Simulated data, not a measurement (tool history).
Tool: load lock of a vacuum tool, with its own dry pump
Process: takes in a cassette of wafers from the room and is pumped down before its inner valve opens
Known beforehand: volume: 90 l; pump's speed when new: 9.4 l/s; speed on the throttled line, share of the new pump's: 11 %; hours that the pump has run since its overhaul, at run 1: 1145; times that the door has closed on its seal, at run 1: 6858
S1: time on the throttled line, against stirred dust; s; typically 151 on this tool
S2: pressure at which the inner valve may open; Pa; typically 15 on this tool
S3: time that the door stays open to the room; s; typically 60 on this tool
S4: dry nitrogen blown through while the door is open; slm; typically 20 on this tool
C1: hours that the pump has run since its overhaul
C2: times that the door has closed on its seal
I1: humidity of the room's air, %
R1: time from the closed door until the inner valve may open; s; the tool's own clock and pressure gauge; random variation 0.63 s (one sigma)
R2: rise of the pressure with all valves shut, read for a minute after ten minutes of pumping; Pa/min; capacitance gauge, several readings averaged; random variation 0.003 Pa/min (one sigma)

Run 1, day 0: usual settings; C1 1145; C2 6858; I1 43.9. Result: R1 219.6 s, R2 0.031 Pa/min.
Run 2, day 7.571: usual settings; C1 1327; C2 7749; I1 44.7. Result: R1 219.7 s, R2 0.039 Pa/min.
Run 3, day 15.004: usual settings but S4 17 slm; C1 1505; C2 8623; I1 41.5. Result: R1 219.3 s, R2 0.037 Pa/min.
Run 4, day 20.279: usual settings but S4 40 slm; C1 1632; C2 9244; I1 42.2. Result: R1 221 s, R2 0.034 Pa/min.
Run 5, day 29.092: usual settings; C1 1843; C2 10280; I1 47.3. Result: R1 219.6 s, R2 0.042 Pa/min.
Run 6, day 35.567: usual settings; C1 1999; C2 11042; I1 45.2. Result: R1 220.8 s, R2 0.042 Pa/min.
Run 7, day 43.425: usual settings; C1 2187; C2 11966; I1 46.8. Result: R1 221.7 s, R2 0.041 Pa/min.
Run 8, day 51.075: usual settings; C1 2371; C2 12866; I1 49.9. Result: R1 220.8 s, R2 0.039 Pa/min.
Run 9, day 59.425: usual settings; C1 2571; C2 13848; I1 43.7. Result: R1 220.8 s, R2 0.051 Pa/min.
Run 10, day 66.412: usual settings; C1 2739; C2 14670; I1 41.3. Result: R1 221 s, R2 0.045 Pa/min.
Run 11, day 70.875: usual settings; C1 2846; C2 15195; I1 42.6. Result: R1 220.9 s, R2 0.045 Pa/min.
Run 12, day 78.504: usual settings; C1 3029; C2 16093; I1 50.8. Result: R1 222 s, R2 0.053 Pa/min.
Run 13, day 87.45: usual settings; C1 3244; C2 17145; I1 44.8. Result: R1 221.2 s, R2 0.049 Pa/min.
Run 14, day 94.288: usual settings; C1 3408; C2 17949; I1 46. Result: R1 221.2 s, R2 0.054 Pa/min.
Run 15, day 99.079: usual settings; C1 3523; C2 18512; I1 47.6. Result: R1 222.3 s, R2 0.057 Pa/min.
Run 16, day 108.1: usual settings; C1 3739; C2 19574; I1 46.2. Result: R1 221.7 s, R2 0.057 Pa/min.
Run 17, day 112.696: usual settings but S2 25 Pa; C1 3850; C2 20114; I1 45.9. Result: R1 216.9 s, R2 0.059 Pa/min.
Run 18, day 120.992: usual settings but S2 25 Pa; C1 4049; C2 21090; I1 47.9. Result: R1 216.8 s, R2 0.061 Pa/min.
Run 19, day 125.442: usual settings but S2 25 Pa; C1 4155; C2 21613; I1 41.5. Result: R1 216.4 s, R2 0.056 Pa/min.
Run 20, day 134.767: usual settings but S1 134 s, S3 34 s; C1 4379; C2 22710; I1 43.4. Result: R1 207.9 s, R2 0.051 Pa/min.
Run 21, day 140.838: usual settings but S1 134 s, S3 34 s; C1 4525; C2 23425; I1 44.8. Result: R1 208.3 s, R2 0.055 Pa/min.
Run 22, day 146.688: usual settings but S1 187 s, S2 17 Pa, S3 34 s; C1 4665; C2 24113; I1 42.4. Result: R1 254.4 s, R2 0.05 Pa/min.
Run 23, day 155.55: usual settings but S1 192 s, S4 15 slm; C1 4878; C2 25155; I1 44.5. Result: R1 258.2 s, R2 0.069 Pa/min.
Run 24, day 160.346: usual settings but S1 257 s, S2 10 Pa; C1 4993; C2 25719; I1 45.3. Result: R1 321.5 s, R2 0.063 Pa/min.
Run 25, day 166.192: usual settings but S1 257 s, S2 10 Pa; C1 5133; C2 26406; I1 45.4. Result: R1 321.7 s, R2 0.068 Pa/min.
Run 26, day 170.992: usual settings but S1 133 s, S2 10 Pa, S3 40 s; C1 5249; C2 26971; I1 44.6. Result: R1 214 s, R2 0.059 Pa/min.
Run 27, day 176.529: usual settings but S1 148 s, S2 30 Pa; C1 5382; C2 27622; I1 44.2. Result: R1 215.2 s, R2 0.067 Pa/min.
Run 28, day 183.221: usual settings but S1 191 s, S2 30 Pa, S4 11 slm; C1 5542; C2 28410; I1 39.6. Result: R1 251.7 s, R2 0.075 Pa/min.
Run 29, day 191.412: usual settings but S2 22 Pa, S3 31 s; C1 5739; C2 29373; I1 48.1. Result: R1 220.2 s, R2 0.063 Pa/min.
Run 30, day 198.9: usual settings but S2 22 Pa, S4 10 slm; C1 5919; C2 30254; I1 44.4. Result: R1 219.9 s, R2 0.08 Pa/min.
Run 31, day 206.738: usual settings but S1 76 s, S4 22 slm; C1 6107; C2 31176; I1 49. Result: R1 158.7 s, R2 0.081 Pa/min.
Run 32, day 211.088: usual settings but S1 215 s, S2 11 Pa, S3 181 s, S4 6 slm; C1 6211; C2 31688; I1 43.2. Result: R1 283.3 s, R2 0.12 Pa/min.
Run 33, day 219.267: usual settings but S1 215 s, S2 11 Pa, S3 181 s, S4 6 slm; C1 6407; C2 32650; I1 48.8. Result: R1 283.7 s, R2 0.133 Pa/min.
Run 34, day 228.425: usual settings but S1 92 s, S4 4 slm; C1 6627; C2 33727; I1 42.4. Result: R1 173.4 s, R2 0.095 Pa/min.
Run 35, day 236.383: usual settings but S2 14 Pa, S4 33 slm; C1 6818; C2 34663; I1 44.9. Result: R1 226.3 s, R2 0.077 Pa/min.
Run 36, day 241.783: usual settings but S1 107 s, S2 14 Pa, S4 33 slm; C1 6948; C2 35298; I1 45.5. Result: R1 188.6 s, R2 0.079 Pa/min.

Each row is a separate what-if for the run after 36, all from the same tool condition, not one after another. Results?
Run A, day 251.271: usual settings but S1 113 s, S2 16 Pa; C1 7175; C2 36414; I1 44.1. Result: R1 ?, R2 ?.
Run B, day 251.271: usual settings but S1 112 s, S2 14 Pa, S3 126 s, S4 5 slm; C1 7175; C2 36414; I1 44.5. Result: R1 ?, R2 ?.
Run C, day 251.271: usual settings but S1 174 s, S2 27 Pa; C1 7175; C2 36414; I1 47.1. Result: R1 ?, R2 ?.
Run D, day 251.271: usual settings but S1 157 s, S2 14 Pa, S3 91 s, S4 33 slm; C1 7175; C2 36414; I1 49.1. Result: R1 ?, R2 ?.

run     R1     R2
  A    192  0.087
  B  192.8   0.12
  C  241.1  0.089
  D  232.2  0.092
Take away the tool's hidden state, keep each run's random variation, and the runs would have read:
run     R1     R2
  A  184.6   0.03
  B  185.5  0.063
  C  235.1  0.031
  D  225.4  0.035
